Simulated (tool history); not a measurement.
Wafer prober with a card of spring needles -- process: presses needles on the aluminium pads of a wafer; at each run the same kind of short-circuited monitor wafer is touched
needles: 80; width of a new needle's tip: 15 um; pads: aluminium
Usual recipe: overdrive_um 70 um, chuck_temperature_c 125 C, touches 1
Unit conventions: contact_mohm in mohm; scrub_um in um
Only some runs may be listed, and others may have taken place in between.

{"run": 1, "hour": 0.0, "overdrive_um": 70, "chuck_temperature_c": 125, "touches": 1, "contact_mohm": 218, "scrub_um": 14.24}
{"run": 2, "hour": 7.1, "overdrive_um": 70, "chuck_temperature_c": 125, "touches": 1, "contact_mohm": 230, "scrub_um": 14.22}
{"hour": 12.5, "done": "tips cleaned on abrasive film"}
{"run": 3, "hour": 13.9, "overdrive_um": 70, "chuck_temperature_c": 125, "touches": 1, "contact_mohm": 244, "scrub_um": 14.17}
{"run": 4, "hour": 19.3, "overdrive_um": 70, "chuck_temperature_c": 125, "touches": 1, "contact_mohm": 244, "scrub_um": 14.15}
{"run": 5, "hour": 25.7, "overdrive_um": 70, "chuck_temperature_c": 125, "touches": 1, "contact_mohm": 241, "scrub_um": 14.12}
{"hour": 26.5, "done": "tips cleaned on abrasive film"}
{"run": 6, "hour": 31.1, "overdrive_um": 70, "chuck_temperature_c": 125, "touches": 1, "contact_mohm": 223, "scrub_um": 14.09}
{"run": 7, "hour": 35.9, "overdrive_um": 70, "chuck_temperature_c": 125, "touches": 1, "contact_mohm": 230, "scrub_um": 14.16}
{"hour": 40.7, "done": "tips cleaned on abrasive film"}
{"run": 8, "hour": 42.4, "overdrive_um": 70, "chuck_temperature_c": 104, "touches": 1, "contact_mohm": 215, "scrub_um": 14.13}
{"hour": 44.5, "done": "height of the first contact set anew"}
{"run": 9, "hour": 48.3, "overdrive_um": 70, "chuck_temperature_c": 104, "touches": 1, "contact_mohm": 226, "scrub_um": 14.32}
{"hour": 55.2, "done": "tips cleaned on abrasive film"}
{"run": 10, "hour": 55.3, "overdrive_um": 70, "chuck_temperature_c": 104, "touches": 1, "contact_mohm": 212, "scrub_um": 14.36}
{"run": 11, "hour": 64.0, "overdrive_um": 70, "chuck_temperature_c": 104, "touches": 1, "contact_mohm": 228, "scrub_um": 14.3}
{"hour": 69.5, "done": "tips cleaned on abrasive film, once more"}
{"run": 12, "hour": 72.7, "overdrive_um": 69, "chuck_temperature_c": 125, "touches": 2, "contact_mohm": 218, "scrub_um": 14.09}
{"run": 13, "hour": 81.1, "overdrive_um": 69, "chuck_temperature_c": 76, "touches": 2, "contact_mohm": 218, "scrub_um": 14.08}
{"hour": 83.7, "done": "tips cleaned on abrasive film"}
{"run": 14, "hour": 88.6, "overdrive_um": 69, "chuck_temperature_c": 46, "touches": 2, "contact_mohm": 200, "scrub_um": 14.06}
{"hour": 98.2, "done": "tips cleaned on abrasive film"}
{"run": 15, "hour": 98.4, "overdrive_um": 70, "chuck_temperature_c": 125, "touches": 2, "contact_mohm": 216, "scrub_um": 14.24}
{"run": 16, "hour": 108.2, "overdrive_um": 73, "chuck_temperature_c": 88, "touches": 2, "contact_mohm": 216, "scrub_um": 14.86}
{"hour": 112.7, "done": "tips cleaned on abrasive film"}
{"run": 17, "hour": 118.0, "overdrive_um": 87, "chuck_temperature_c": 88, "touches": 2, "contact_mohm": 206, "scrub_um": 17.72}

Predict the results of run 18:
{"hour": 126.8, "done": "tips cleaned on abrasive film"}
{"run": 18, "hour": 129.1, "overdrive_um": 87, "chuck_temperature_c": 88, "touches": 3, "contact_mohm": "?", "scrub_um": "?"}

Run 18 gave contact_mohm 207 mohm, scrub_um 17.71 um.
Were there no unlogged condition in the tool, this run, its random variation unchanged, would have produced contact_mohm 204 mohm, scrub_um 17.82 um.
